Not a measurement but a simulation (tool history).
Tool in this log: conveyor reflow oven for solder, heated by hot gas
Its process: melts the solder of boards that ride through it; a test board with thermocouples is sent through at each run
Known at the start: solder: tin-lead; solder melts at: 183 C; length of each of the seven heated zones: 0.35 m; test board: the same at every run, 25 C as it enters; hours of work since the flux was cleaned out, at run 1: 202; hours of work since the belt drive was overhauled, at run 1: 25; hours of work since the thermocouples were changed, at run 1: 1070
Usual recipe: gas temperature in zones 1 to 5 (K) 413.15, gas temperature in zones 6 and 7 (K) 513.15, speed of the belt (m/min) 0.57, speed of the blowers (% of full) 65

run,hour,gas temperature in zones 1 to 5 (K),gas temperature in zones 6 and 7 (K),speed of the belt (m/min),speed of the blowers (% of full),hours of work since the flux was cleaned out,hours of work since the belt drive was overhauled,hours of work since the thermocouples were changed,highest temperature of the board (K),time above the solder's melting point (s)
1,0,413.15,513.15,0.57,65,202,25,1070,491.05,56
2,46.6,413.15,513.15,0.57,65,229,52,1098,489.85,55.7
3,90.3,413.15,513.15,0.57,65,255,78,1123,490.65,54.8
4,126.7,413.15,512.15,0.57,65,276,99,1145,488.75,54.6
5,161.4,413.15,512.15,0.57,65,297,120,1165,489.15,54.7
6,204,413.15,512.15,0.57,65,322,145,1190,488.25,54.3
7,245.8,413.15,512.15,0.57,65,346,169,1215,488.85,53.2
8,277.1,413.15,512.15,0.57,65,365,188,1233,487.95,53.4
# hour 290.1: flux residue cleaned out of gas plates and filters
9,305.8,413.15,513.15,0.57,59,9,201,1247,490.95,55.9
10,345.2,413.15,513.15,0.57,59,32,225,1270,490.55,54.8
11,385.1,413.15,513.15,0.633,65,56,248,1293,487.95,47.7
12,438,413.15,516.15,0.57,79,87,279,1324,497.35,60
13,465,413.15,505.15,0.57,71,103,295,1340,486.45,52.5
14,513.6,402.15,525.15,0.481,65,131,323,1369,505.75,73.8
15,557.1,402.15,518.15,0.562,61,157,349,1394,492.05,54.5
16,590.9,402.15,518.15,0.562,61,177,369,1414,491.95,53.8

What does the tool deliver on the next run?
# hour 607.7: thermocouples of zones 6 and 7 changed
17,633,416.15,513.15,0.543,73,200,392,15,?,?

{"run 17": {"highest temperature of the board (K)": 497.45, "time above the solder's melting point (s)": 64.5}}
The same run, on a tool lacking any hidden state, would have yielded highest temperature of the board (K) 499.45, time above the solder's melting point (s) 65.6.
